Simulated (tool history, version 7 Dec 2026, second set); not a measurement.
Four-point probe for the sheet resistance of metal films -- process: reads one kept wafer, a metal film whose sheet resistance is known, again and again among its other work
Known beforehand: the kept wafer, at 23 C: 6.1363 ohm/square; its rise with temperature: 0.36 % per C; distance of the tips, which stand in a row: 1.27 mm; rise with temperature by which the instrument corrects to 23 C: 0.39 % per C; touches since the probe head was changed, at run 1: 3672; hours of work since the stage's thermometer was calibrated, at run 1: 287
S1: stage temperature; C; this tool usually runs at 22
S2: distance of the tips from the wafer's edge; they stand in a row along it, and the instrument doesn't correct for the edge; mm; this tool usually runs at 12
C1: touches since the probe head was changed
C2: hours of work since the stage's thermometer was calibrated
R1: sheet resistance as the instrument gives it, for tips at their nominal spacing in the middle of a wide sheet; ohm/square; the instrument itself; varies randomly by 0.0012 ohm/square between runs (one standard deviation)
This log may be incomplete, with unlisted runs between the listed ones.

| run | hour | S1 | S2 | C1 | C2 | R1 |
|---|---|---|---|---|---|---|
| 1 | 0.0 | 22 | 12 | 3672 | 287 | 6.214046 |
| 2 | 10.6 | 22 | 12 | 3840 | 293 | 6.213554 |
| 3 | 29.0 | 22 | 12 | 4129 | 302 | 6.213957 |
| 4 | 44.0 | 22 | 12 | 4365 | 310 | 6.214754 |
| 5 | 59.6 | 22 | 12 | 4611 | 318 | 6.214414 |
| 6 | 75.8 | 22 | 12 | 4866 | 327 | 6.214420 |
| 7 | 85.1 | 20 | 12 | 5013 | 332 | 6.217685 |
| 8 | 102.2 | 22 | 5 | 5283 | 341 | 6.384182 |
| 9 | 113.0 | 22 | 9 | 5453 | 346 | 6.241430 |
| 10 | 126.9 | 22 | 9 | 5673 | 353 | 6.241993 |
| 11 | 144.3 | 22 | 12 | 5946 | 362 | 6.212361 |
| 12 | 161.7 | 22 | 12 | 6221 | 371 | 6.215253 |
| 13 | 175.3 | 31 | 4 | 6435 | 379 | 6.477975 |
| 14 | 188.5 | 19 | 11 | 6643 | 385 | 6.223994 |
| 15 | 196.4 | 19 | 11 | 6767 | 390 | 6.224986 |
| 16 | 209.5 | 24 | 10 | 6973 | 396 | 6.224964 |
| 17 | 223.9 | 28 | 10 | 7200 | 404 | 6.218602 |
| 18 | 238.0 | 34 | 4 | 7422 | 411 | 6.470431 |
| 19 | 251.9 | 28 | 57 | 7641 | 418 | 6.167312 |
| 20 | 267.3 | 28 | 59 | 7884 | 426 | 6.166899 |
| 21 | 275.5 | 28 | 59 | 8014 | 431 | 6.165848 |
| 22 | 287.4 | 23 | 9 | 8202 | 437 | 6.238789 |
| 23 | 296.5 | 18 | 4 | 8344 | 442 | 6.498484 |
| 24 | 310.5 | 20 | 12 | 8566 | 449 | 6.215217 |

Branching from run 24: 4 alternative next runs. What would each branch give?
| A | 326.7 | 20 | 17 | 8820 | 457 | ? |
| B | 326.7 | 24 | 56 | 8820 | 457 | ? |
| C | 326.7 | 23 | 54 | 8820 | 457 | ? |
| D | 326.7 | 18 | 34 | 8820 | 457 | ? |

| run | R1 |
|---|---|
| A | 6.195359 |
| B | 6.172023 |
| C | 6.173413 |
| D | 6.185915 |
The same runs, with their run-to-run variation unchanged, on a tool lacking any hidden condition would have given:
| run | R1 |
|---|---|
| A | 6.159053 |
| B | 6.135806 |
| C | 6.137199 |
| D | 6.149678 |

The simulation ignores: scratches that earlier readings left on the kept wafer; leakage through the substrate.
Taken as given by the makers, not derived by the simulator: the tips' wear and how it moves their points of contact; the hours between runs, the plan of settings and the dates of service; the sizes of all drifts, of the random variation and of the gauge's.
